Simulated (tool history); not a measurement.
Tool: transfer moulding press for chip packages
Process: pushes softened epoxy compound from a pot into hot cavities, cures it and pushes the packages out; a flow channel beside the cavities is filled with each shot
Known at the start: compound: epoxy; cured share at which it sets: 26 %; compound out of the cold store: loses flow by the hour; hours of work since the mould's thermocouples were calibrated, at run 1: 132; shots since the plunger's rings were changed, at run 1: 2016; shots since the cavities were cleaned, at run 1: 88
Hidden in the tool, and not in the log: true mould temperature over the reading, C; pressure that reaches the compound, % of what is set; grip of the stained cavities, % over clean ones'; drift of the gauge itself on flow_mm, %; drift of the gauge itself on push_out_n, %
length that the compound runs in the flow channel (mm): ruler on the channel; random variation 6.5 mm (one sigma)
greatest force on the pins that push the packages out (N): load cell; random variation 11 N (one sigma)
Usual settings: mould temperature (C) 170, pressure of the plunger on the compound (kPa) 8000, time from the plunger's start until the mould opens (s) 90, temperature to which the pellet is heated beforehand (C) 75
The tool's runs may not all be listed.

| run | hour | mould temperature (C) | pressure of the plunger on the compound (kPa) | time from the plunger's start until the mould opens (s) | temperature to which the pellet is heated beforehand (C) | hours of work since the mould's thermocouples were calibrated | shots since the plunger's rings were changed | shots since the cavities were cleaned | incoming compound's hours out of the cold store | length that the compound runs in the flow channel (mm) | greatest force on the pins that push the packages out (N) |
|---|---|---|---|---|---|---|---|---|---|---|---|
| 1 | 0 | 170 | 8000 | 90 | 75 | 132 | 2016 | 88 | 10.9 | 747 | 590 |
| 2 | 7.3 | 170 | 8000 | 90 | 75 | 138 | 2129 | 201 | 27.9 | 667 | 615 |
| 3 | 18.5 | 170 | 8000 | 90 | 75 | 146 | 2304 | 376 | 47.3 | 567 | 651 |
| 4 | 31.4 | 170 | 8000 | 90 | 75 | 156 | 2507 | 579 | 20.5 | 684 | 738 |
| 5 | 43 | 170 | 8000 | 90 | 75 | 164 | 2688 | 760 | 19.3 | 689 | 774 |
| 6 | 48.4 | 170 | 8000 | 90 | 75 | 168 | 2772 | 844 | 37.6 | 604 | 773 |

Run 7 comes next. What will it give?
|  | 51.2 | mould's thermocouples calibrated |
| 7 | 58.9 | 170 | 8000 | 90 | 75 | 6 | 2906 | 978 | 30.6 | ? | ? |

Run 7 gave length that the compound runs in the flow channel (mm) 640, greatest force on the pins that push the packages out (N) 776.
Without the tool's hidden state the same run would have given length that the compound runs in the flow channel (mm) 680, greatest force on the pins that push the packages out (N) 529.

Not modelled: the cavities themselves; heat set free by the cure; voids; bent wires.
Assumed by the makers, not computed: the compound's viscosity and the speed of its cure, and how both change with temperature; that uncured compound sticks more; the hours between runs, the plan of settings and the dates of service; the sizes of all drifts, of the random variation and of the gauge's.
